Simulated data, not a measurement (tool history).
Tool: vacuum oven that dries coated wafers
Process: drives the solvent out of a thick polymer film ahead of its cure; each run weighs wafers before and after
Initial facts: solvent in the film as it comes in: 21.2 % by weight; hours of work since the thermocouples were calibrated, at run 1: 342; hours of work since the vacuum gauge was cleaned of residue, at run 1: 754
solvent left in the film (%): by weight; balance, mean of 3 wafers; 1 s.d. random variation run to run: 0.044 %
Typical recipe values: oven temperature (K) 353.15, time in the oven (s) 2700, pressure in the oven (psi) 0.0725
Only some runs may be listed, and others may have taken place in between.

run,hour,oven temperature (K),time in the oven (s),pressure in the oven (psi),hours of work since the thermocouples were calibrated,hours of work since the vacuum gauge was cleaned of residue,solvent left in the film (%)
1,0,353.15,2700,0.0725,342,754,3.82
2,48.7,353.15,2700,0.0725,363,774,3.92
3,95.1,353.15,2700,0.0725,383,794,3.86
4,139,353.15,3360,0.0725,401,813,2.73
5,207.3,353.15,3360,0.0725,431,842,2.8
6,247.8,353.15,3360,0.0725,448,860,2.67
7,295,353.15,3360,0.0725,468,880,2.73
8,343.6,353.15,3360,0.0725,489,901,2.83
9,412,353.15,3360,0.0725,518,930,2.81
10,478.8,353.15,3360,0.0725,547,958,2.97
11,540.4,353.15,3360,0.0725,573,985,2.86
12,620.7,353.15,2700,0.0725,607,1019,4.12
# hour 659.5: oven's thermocouples calibrated
13,696.8,353.15,2700,0.0725,16,1051,4.03
14,768.7,350.15,2700,0.0725,47,1081,4.87
15,810.6,350.15,2700,0.0725,65,1099,4.81
16,876.4,350.15,2700,0.0725,93,1127,4.96
17,960.2,353.15,2580,0.0769,129,1163,4.33
18,998.9,353.15,4380,0.078,145,1180,1.85
19,1053.8,364.15,2700,0.2648,169,1203,2.08
20,1120.3,364.15,2700,0.2648,197,1232,2.12
21,1163.1,353.15,3300,0.0854,215,1250,3.14
22,1244.9,353.15,3300,0.0854,250,1285,3.14
# hour 1253.9: vacuum gauge cleaned of residue and calibrated
23,1286.1,357.15,2460,0.0725,267,14,3.72
24,1353.6,339.15,2700,0.0592,296,43,8.38
25,1419.4,362.15,2700,0.0367,324,71,2.09
26,1459.1,358.15,4020,0.2528,341,88,1.8
27,1497.1,358.15,4020,0.2528,357,104,1.82
28,1533.7,358.15,4020,0.2528,373,120,1.8
29,1593.5,358.15,4020,0.2528,399,145,1.78
30,1638.4,358.15,4020,0.2528,418,164,1.89
31,1690.7,341.15,2700,0.1368,440,187,8.01
# hour 1726.2: vacuum gauge cleaned of residue and calibrated, once more
32,1763.3,341.15,2700,0.1368,471,16,8.04

Below are 5 alternative next runs, each starting from the tool's condition after run 32. Predict each:
A,1800.4,352.15,1560,0.1939,486,32,?
B,1800.4,353.15,2700,0.037,486,32,?
C,1800.4,353.15,2160,0.1243,486,32,?
D,1800.4,341.15,3720,0.1368,486,32,?
E,1800.4,341.15,3060,0.1133,486,32,?

run,solvent left in the film (%)
A,8.16
B,4.07
C,5.7
D,6.03
E,7.09
With no hidden state in the tool, these same runs would have given:
run,solvent left in the film (%)
A,7.72
B,3.68
C,5.27
D,5.55
E,6.62

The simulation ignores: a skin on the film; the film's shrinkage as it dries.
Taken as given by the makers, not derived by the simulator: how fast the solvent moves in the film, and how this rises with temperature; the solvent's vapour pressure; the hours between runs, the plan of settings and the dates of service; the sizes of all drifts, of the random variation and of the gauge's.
